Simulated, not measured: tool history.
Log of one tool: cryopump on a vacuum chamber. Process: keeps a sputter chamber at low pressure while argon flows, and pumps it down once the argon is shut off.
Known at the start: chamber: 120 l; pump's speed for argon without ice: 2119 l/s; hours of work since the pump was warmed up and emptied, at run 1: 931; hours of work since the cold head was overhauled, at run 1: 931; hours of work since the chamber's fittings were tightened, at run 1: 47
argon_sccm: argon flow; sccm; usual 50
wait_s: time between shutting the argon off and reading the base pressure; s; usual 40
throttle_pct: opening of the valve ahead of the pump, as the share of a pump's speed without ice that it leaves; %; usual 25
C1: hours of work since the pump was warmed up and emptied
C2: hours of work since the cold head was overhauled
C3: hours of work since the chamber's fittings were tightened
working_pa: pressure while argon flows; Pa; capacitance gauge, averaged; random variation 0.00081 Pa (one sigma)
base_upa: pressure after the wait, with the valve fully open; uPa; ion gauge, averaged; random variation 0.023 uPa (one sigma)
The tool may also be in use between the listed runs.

run 1 hour=0 | argon_sccm=50 wait_s=40 throttle_pct=25 | C1=931 C2=931 C3=47 | working_pa=0.1649 base_upa=0.81
run 2 hour=55.8 | argon_sccm=50 wait_s=40 throttle_pct=25 | C1=962 C2=962 C3=78 | working_pa=0.1654 base_upa=0.84
run 3 hour=139 | argon_sccm=50 wait_s=40 throttle_pct=25 | C1=1008 C2=1008 C3=124 | working_pa=0.166 base_upa=0.86
run 4 hour=180.2 | argon_sccm=50 wait_s=88 throttle_pct=25 | C1=1030 C2=1030 C3=146 | working_pa=0.1651 base_upa=0.48
run 5 hour=246.5 | argon_sccm=50 wait_s=40 throttle_pct=25 | C1=1067 C2=1067 C3=183 | working_pa=0.1665 base_upa=0.84
run 6 hour=323.4 | argon_sccm=50 wait_s=40 throttle_pct=25 | C1=1109 C2=1109 C3=225 | working_pa=0.1674 base_upa=0.84
-- hour=410.8 pump warmed up, emptied and cooled again
run 7 hour=420.8 | argon_sccm=50 wait_s=40 throttle_pct=25 | C1=5 C2=1160 C3=276 | working_pa=0.1622 base_upa=0.84
run 8 hour=462.9 | argon_sccm=50 wait_s=40 throttle_pct=22 | C1=29 C2=1183 C3=299 | working_pa=0.1813 base_upa=0.81
run 9 hour=519.2 | argon_sccm=50 wait_s=40 throttle_pct=25 | C1=59 C2=1214 C3=330 | working_pa=0.1618 base_upa=0.84
run 10 hour=590.1 | argon_sccm=50 wait_s=40 throttle_pct=25 | C1=98 C2=1252 C3=369 | working_pa=0.1578 base_upa=0.85
run 11 hour=650.2 | argon_sccm=50 wait_s=40 throttle_pct=25 | C1=131 C2=1285 C3=402 | working_pa=0.1614 base_upa=0.85
run 12 hour=702 | argon_sccm=47 wait_s=40 throttle_pct=25 | C1=160 C2=1314 C3=430 | working_pa=0.1511 base_upa=0.88
run 13 hour=794.6 | argon_sccm=26 wait_s=40 throttle_pct=25 | C1=211 C2=1365 C3=481 | working_pa=0.0835 base_upa=0.89
run 14 hour=853.1 | argon_sccm=24 wait_s=96 throttle_pct=54 | C1=243 C2=1397 C3=513 | working_pa=0.0362 base_upa=0.53
run 15 hour=937.6 | argon_sccm=42 wait_s=72 throttle_pct=20 | C1=289 C2=1443 C3=559 | working_pa=0.1675 base_upa=0.63
run 16 hour=982.5 | argon_sccm=42 wait_s=72 throttle_pct=20 | C1=314 C2=1468 C3=584 | working_pa=0.168 base_upa=0.63
run 17 hour=1064.4 | argon_sccm=50 wait_s=40 throttle_pct=47 | C1=359 C2=1513 C3=629 | working_pa=0.0879 base_upa=0.9
run 18 hour=1139 | argon_sccm=59 wait_s=165 throttle_pct=19 | C1=400 C2=1554 C3=670 | working_pa=0.2516 base_upa=0.45
run 19 hour=1210.5 | argon_sccm=68 wait_s=63 throttle_pct=37 | C1=439 C2=1593 C3=709 | working_pa=0.1509 base_upa=0.69
run 20 hour=1257.7 | argon_sccm=57 wait_s=41 throttle_pct=58 | C1=465 C2=1619 C3=735 | working_pa=0.0821 base_upa=0.91
run 21 hour=1308.7 | argon_sccm=32 wait_s=40 throttle_pct=25 | C1=493 C2=1647 C3=763 | working_pa=0.1039 base_upa=0.98
run 22 hour=1376.4 | argon_sccm=32 wait_s=40 throttle_pct=25 | C1=530 C2=1684 C3=800 | working_pa=0.1049 base_upa=0.95
run 23 hour=1439.5 | argon_sccm=57 wait_s=51 throttle_pct=46 | C1=565 C2=1719 C3=835 | working_pa=0.1017 base_upa=0.83
run 24 hour=1501.4 | argon_sccm=77 wait_s=35 throttle_pct=20 | C1=599 C2=1753 C3=869 | working_pa=0.3127 base_upa=1.11
run 25 hour=1562 | argon_sccm=77 wait_s=35 throttle_pct=20 | C1=632 C2=1786 C3=902 | working_pa=0.3141 base_upa=1.06

3 ways to go on from here, each from the tool as it stands after run 25. What would each give?
run A hour=1630.2 | argon_sccm=76 wait_s=148 throttle_pct=24 | C1=669 C2=1823 C3=940 | working_pa=? base_upa=?
run B hour=1630.2 | argon_sccm=50 wait_s=40 throttle_pct=24 | C1=669 C2=1823 C3=940 | working_pa=? base_upa=?
run C hour=1630.2 | argon_sccm=92 wait_s=211 throttle_pct=40 | C1=669 C2=1823 C3=940 | working_pa=? base_upa=?

run=A working_pa=0.2599 base_upa=0.54
run=B working_pa=0.1713 base_upa=1.02
run=C working_pa=0.1938 base_upa=0.5
Without the tool's hidden state the same runs would have given:
run=A working_pa=0.2531 base_upa=0.3
run=B working_pa=0.1668 base_upa=0.78
run=C working_pa=0.1855 base_upa=0.27
